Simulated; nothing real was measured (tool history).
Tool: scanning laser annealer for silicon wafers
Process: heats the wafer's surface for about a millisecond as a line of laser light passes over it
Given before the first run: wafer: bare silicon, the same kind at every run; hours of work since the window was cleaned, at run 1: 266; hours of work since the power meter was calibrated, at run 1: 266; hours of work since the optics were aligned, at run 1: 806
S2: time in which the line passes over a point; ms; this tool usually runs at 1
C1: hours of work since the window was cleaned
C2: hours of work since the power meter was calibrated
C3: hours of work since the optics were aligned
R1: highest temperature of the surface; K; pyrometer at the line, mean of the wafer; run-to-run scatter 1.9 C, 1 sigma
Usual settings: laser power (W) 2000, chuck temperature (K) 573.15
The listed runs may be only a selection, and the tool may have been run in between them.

{"run": 1, "hour": 0.0, "laser power (W)": 2000, "S2": 1, "chuck temperature (K)": 573.15, "C1": 266, "C2": 266, "C3": 806, "R1": 1336.15}
{"run": 2, "hour": 49.5, "laser power (W)": 2000, "S2": 1, "chuck temperature (K)": 573.15, "C1": 293, "C2": 293, "C3": 833, "R1": 1330.15}
{"run": 3, "hour": 93.4, "laser power (W)": 2000, "S2": 1, "chuck temperature (K)": 573.15, "C1": 317, "C2": 317, "C3": 857, "R1": 1333.15}
{"run": 4, "hour": 129.6, "laser power (W)": 2000, "S2": 1, "chuck temperature (K)": 573.15, "C1": 336, "C2": 336, "C3": 877, "R1": 1331.15}
{"run": 5, "hour": 180.8, "laser power (W)": 2000, "S2": 1, "chuck temperature (K)": 573.15, "C1": 364, "C2": 364, "C3": 904, "R1": 1326.15}
{"run": 6, "hour": 230.1, "laser power (W)": 2000, "S2": 1, "chuck temperature (K)": 573.15, "C1": 391, "C2": 391, "C3": 931, "R1": 1323.15}
{"run": 7, "hour": 254.0, "laser power (W)": 2000, "S2": 1, "chuck temperature (K)": 572.15, "C1": 404, "C2": 404, "C3": 944, "R1": 1321.15}
{"hour": 263.5, "done": "optics aligned, line set to its width"}
{"run": 8, "hour": 287.9, "laser power (W)": 2000, "S2": 1, "chuck temperature (K)": 573.15, "C1": 419, "C2": 419, "C3": 13, "R1": 1316.15}
{"run": 9, "hour": 321.3, "laser power (W)": 2000, "S2": 1, "chuck temperature (K)": 573.15, "C1": 437, "C2": 437, "C3": 31, "R1": 1316.15}
{"run": 10, "hour": 361.6, "laser power (W)": 2001, "S2": 1, "chuck temperature (K)": 584.15, "C1": 459, "C2": 459, "C3": 53, "R1": 1325.15}
{"run": 11, "hour": 409.1, "laser power (W)": 1886, "S2": 1, "chuck temperature (K)": 553.15, "C1": 485, "C2": 485, "C3": 79, "R1": 1234.15}
{"hour": 431.6, "done": "optics aligned, line set to its width, once more"}
{"run": 12, "hour": 464.9, "laser power (W)": 1886, "S2": 1, "chuck temperature (K)": 553.15, "C1": 512, "C2": 512, "C3": 18, "R1": 1256.15}
{"run": 13, "hour": 487.7, "laser power (W)": 2063, "S2": 1.04, "chuck temperature (K)": 553.15, "C1": 525, "C2": 525, "C3": 30, "R1": 1361.15}
{"run": 14, "hour": 527.2, "laser power (W)": 2063, "S2": 1.04, "chuck temperature (K)": 553.15, "C1": 546, "C2": 546, "C3": 52, "R1": 1357.15}
{"run": 15, "hour": 571.7, "laser power (W)": 2147, "S2": 0.8, "chuck temperature (K)": 573.15, "C1": 570, "C2": 570, "C3": 76, "R1": 1310.15}

Across each entry between runs, compare the hidden state at the last listed run before it with the hidden state at the first listed run after it:
Run 7 -> run 8: optics aligned, line set to its width (hour 263.5)
  light that passes the window, % of a clean one's: 97.5 -> 97.4; laser's true power over the reading, %: -0.03 -> -0.04; width of the line over the set one, %: 3.72 -> 4.46
  measured value less the no-hidden-state value, R1: -48 -> -54 K
Run 11 -> run 12: optics aligned, line set to its width, once more (hour 431.6)
  light that passes the window, % of a clean one's: 96.98 -> 96.79; laser's true power over the reading, %: -0.08 -> -0.09; width of the line over the set one, %: 4.73 -> 0.51
  measured value less the no-hidden-state value, R1: -55 -> -35 K
